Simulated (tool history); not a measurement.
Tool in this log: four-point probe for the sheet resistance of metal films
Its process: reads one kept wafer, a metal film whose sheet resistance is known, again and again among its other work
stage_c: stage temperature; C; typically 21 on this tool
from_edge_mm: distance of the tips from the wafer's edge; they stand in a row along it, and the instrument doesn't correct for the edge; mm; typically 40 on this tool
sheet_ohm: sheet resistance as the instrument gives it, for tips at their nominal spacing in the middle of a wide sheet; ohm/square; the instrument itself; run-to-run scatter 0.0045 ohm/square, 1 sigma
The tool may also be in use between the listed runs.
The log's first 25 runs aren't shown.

| run | hour | stage_c | from_edge_mm | touches since the probe head was changed | hours of work since the stage's thermometer was calibrated | sheet_ohm |
|---|---|---|---|---|---|---|
| 26 | 277.8 | 32 | 5 | 13264 | 1728 | 22.308476 |
| 27 | 291.9 | 32 | 5 | 13617 | 1736 | 22.310564 |
| 28 | 302.9 | 21 | 39 | 13893 | 1742 | 22.258637 |
| 29 | 310.7 | 22 | 24 | 14087 | 1746 | 22.256451 |
| 30 | 320.0 | 21 | 19 | 14321 | 1752 | 22.271940 |
| 31 | 334.1 | 31 | 24 | 14674 | 1759 | 22.147238 |
| 32 | 348.9 | 23 | 74 | 15046 | 1768 | 22.241477 |
| 33 | 364.5 | 19 | 24 | 15437 | 1776 | 22.294482 |
| 34 | 373.9 | 19 | 24 | 15672 | 1781 | 22.297446 |
| 35 | 383.9 | 19 | 24 | 15924 | 1787 | 22.295041 |
| 36 | 398.9 | 19 | 50 | 16299 | 1795 | 22.290968 |
| 37 | 415.1 | 19 | 68 | 16705 | 1804 | 22.282102 |
| 38 | 430.6 | 19 | 68 | 17094 | 1812 | 22.290734 |
| 39 | 440.3 | 22 | 24 | 17337 | 1818 | 22.259478 |
| 40 | 449.4 | 22 | 24 | 17564 | 1823 | 22.257980 |
| 41 | 465.5 | 22 | 7 | 17968 | 1832 | 22.347906 |
| 42 | 475.6 | 22 | 7 | 18220 | 1837 | 22.355304 |

4 ways to go on from here, each from the tool as it stands after run 42. What would each give?
| A | 490.7 | 18 | 5 | 18600 | 1845 | ? |
| B | 490.7 | 21 | 55 | 18600 | 1845 | ? |
| C | 490.7 | 24 | 9 | 18600 | 1845 | ? |
| D | 490.7 | 33 | 53 | 18600 | 1845 | ? |

| run | sheet_ohm |
|---|---|
| A | 22.504959 |
| B | 22.270390 |
| C | 22.284437 |
| D | 22.133938 |
Had the tool no hidden state, the same runs would have come out as:
| run | sheet_ohm |
|---|---|
| A | 22.501235 |
| B | 22.266976 |
| C | 22.281271 |
| D | 22.131520 |
